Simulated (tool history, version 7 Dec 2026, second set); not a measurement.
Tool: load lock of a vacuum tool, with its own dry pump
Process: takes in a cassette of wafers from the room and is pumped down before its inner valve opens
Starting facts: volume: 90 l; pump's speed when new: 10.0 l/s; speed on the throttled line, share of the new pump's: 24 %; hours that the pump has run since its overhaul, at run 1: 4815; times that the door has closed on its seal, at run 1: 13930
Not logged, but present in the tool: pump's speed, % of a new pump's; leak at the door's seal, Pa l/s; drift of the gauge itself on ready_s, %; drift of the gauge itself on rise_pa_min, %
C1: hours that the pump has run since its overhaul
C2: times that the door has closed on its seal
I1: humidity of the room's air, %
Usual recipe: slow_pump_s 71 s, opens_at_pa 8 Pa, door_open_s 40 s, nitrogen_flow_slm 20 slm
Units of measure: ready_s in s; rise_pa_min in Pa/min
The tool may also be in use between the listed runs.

Run 1, hour 0.0: usual settings; C1 4815; C2 13930; I1 44.8. Result: ready_s 142.5 s, rise_pa_min 0.208 Pa/min.
Run 2, hour 125.3: usual settings; C1 4941; C2 14230; I1 41.1. Result: ready_s 143.2 s, rise_pa_min 0.210 Pa/min.
Run 3, hour 289.9: usual settings; C1 5105; C2 14624; I1 38.7. Result: ready_s 142.4 s, rise_pa_min 0.222 Pa/min.
Run 4, hour 458.4: usual settings; C1 5274; C2 15028; I1 47.1. Result: ready_s 144.5 s, rise_pa_min 0.228 Pa/min.
Run 5, hour 645.6: usual settings; C1 5461; C2 15476; I1 43.0. Result: ready_s 143.7 s, rise_pa_min 0.243 Pa/min.
Run 6, hour 800.8: usual settings but door_open_s 156 s; C1 5616; C2 15847; I1 46.4. Result: ready_s 143.6 s, rise_pa_min 0.262 Pa/min.
Run 7, hour 906.1: usual settings; C1 5721; C2 16099; I1 43.7. Result: ready_s 142.9 s, rise_pa_min 0.259 Pa/min.
Run 8, hour 1010.1: usual settings but slow_pump_s 116 s; C1 5825; C2 16348; I1 44.3. Result: ready_s 177.2 s, rise_pa_min 0.256 Pa/min.
Run 9, hour 1189.8: usual settings but slow_pump_s 116 s; C1 6005; C2 16779; I1 43.5. Result: ready_s 177.7 s, rise_pa_min 0.274 Pa/min.
Run 10, hour 1276.7: usual settings but slow_pump_s 116 s; C1 6092; C2 16987; I1 42.9. Result: ready_s 177.3 s, rise_pa_min 0.277 Pa/min.
Run 11, hour 1449.0: usual settings but slow_pump_s 116 s; C1 6264; C2 17399; I1 45.6. Result: ready_s 179.2 s, rise_pa_min 0.280 Pa/min.
Run 12, hour 1572.7: usual settings but slow_pump_s 116 s; C1 6388; C2 17695; I1 48.0. Result: ready_s 177.1 s, rise_pa_min 0.285 Pa/min.
Run 13, hour 1651.9: usual settings but slow_pump_s 116 s; C1 6467; C2 17885; I1 46.3. Result: ready_s 181.3 s, rise_pa_min 0.301 Pa/min.
Run 14, hour 1830.5: usual settings but slow_pump_s 116 s; C1 6646; C2 18313; I1 47.1. Result: ready_s 178.1 s, rise_pa_min 0.299 Pa/min.
Run 15, hour 1932.6: usual settings but door_open_s 44 s; C1 6748; C2 18557; I1 46.0. Result: ready_s 143.6 s, rise_pa_min 0.310 Pa/min.
Run 16, hour 2091.9: usual settings but opens_at_pa 6 Pa, door_open_s 28 s; C1 6907; C2 18939; I1 45.1. Result: ready_s 148.4 s, rise_pa_min 0.319 Pa/min.
Run 17, hour 2239.5: usual settings but slow_pump_s 43 s, nitrogen_flow_slm 6 slm; C1 7055; C2 19292; I1 43.2. Result: ready_s 122.9 s, rise_pa_min 0.332 Pa/min.
Run 18, hour 2359.8: usual settings but door_open_s 130 s; C1 7175; C2 19580; I1 45.7. Result: ready_s 145.3 s, rise_pa_min 0.340 Pa/min.
Run 19, hour 2546.2: usual settings but opens_at_pa 11 Pa, door_open_s 82 s; C1 7362; C2 20026; I1 44.8. Result: ready_s 141.3 s, rise_pa_min 0.361 Pa/min.
Run 20, hour 2722.7: usual settings but door_open_s 178 s, nitrogen_flow_slm 6 slm; C1 7538; C2 20449; I1 42.9. Result: ready_s 146.4 s, rise_pa_min 0.394 Pa/min.
Run 21, hour 2903.8: usual settings but opens_at_pa 12 Pa, door_open_s 103 s; C1 7719; C2 20882; I1 45.6. Result: ready_s 140.7 s, rise_pa_min 0.377 Pa/min.
Run 22, hour 3043.1: usual settings but slow_pump_s 84 s; C1 7858; C2 21216; I1 47.9. Result: ready_s 153.5 s, rise_pa_min 0.383 Pa/min.
Run 23, hour 3172.8: usual settings but slow_pump_s 142 s, opens_at_pa 7 Pa, door_open_s 45 s, nitrogen_flow_slm 7 slm; C1 7988; C2 21526; I1 50.0. Result: ready_s 198.9 s, rise_pa_min 0.390 Pa/min.

Predict each of these 4 candidate next runs independently; none follows another, all start after run 23:
Run A, hour 3251.7: usual settings but slow_pump_s 142 s, opens_at_pa 14 Pa, door_open_s 136 s, nitrogen_flow_slm 23 slm; C1 8067; C2 21715; I1 47.0. Result: ready_s ?, rise_pa_min ?.
Run B, hour 3251.7: usual settings but slow_pump_s 142 s, door_open_s 45 s, nitrogen_flow_slm 9 slm; C1 8067; C2 21715; I1 42.5. Result: ready_s ?, rise_pa_min ?.
Run C, hour 3251.7: usual settings but slow_pump_s 117 s, opens_at_pa 6 Pa, door_open_s 45 s, nitrogen_flow_slm 26 slm; C1 8067; C2 21715; I1 43.0. Result: ready_s ?, rise_pa_min ?.
Run D, hour 3251.7: usual settings but slow_pump_s 41 s; C1 8067; C2 21715; I1 42.8. Result: ready_s ?, rise_pa_min ?.

run  ready_s  rise_pa_min
  A    193.8        0.408
  B    197.4        0.397
  C    184.5        0.397
  D    123.5        0.400
The same runs, with their run-to-run variation unchanged, on a tool lacking any hidden condition would have given:
run  ready_s  rise_pa_min
  A    190.3        0.037
  B    193.5        0.029
  C    179.9        0.020
  D    118.1        0.024
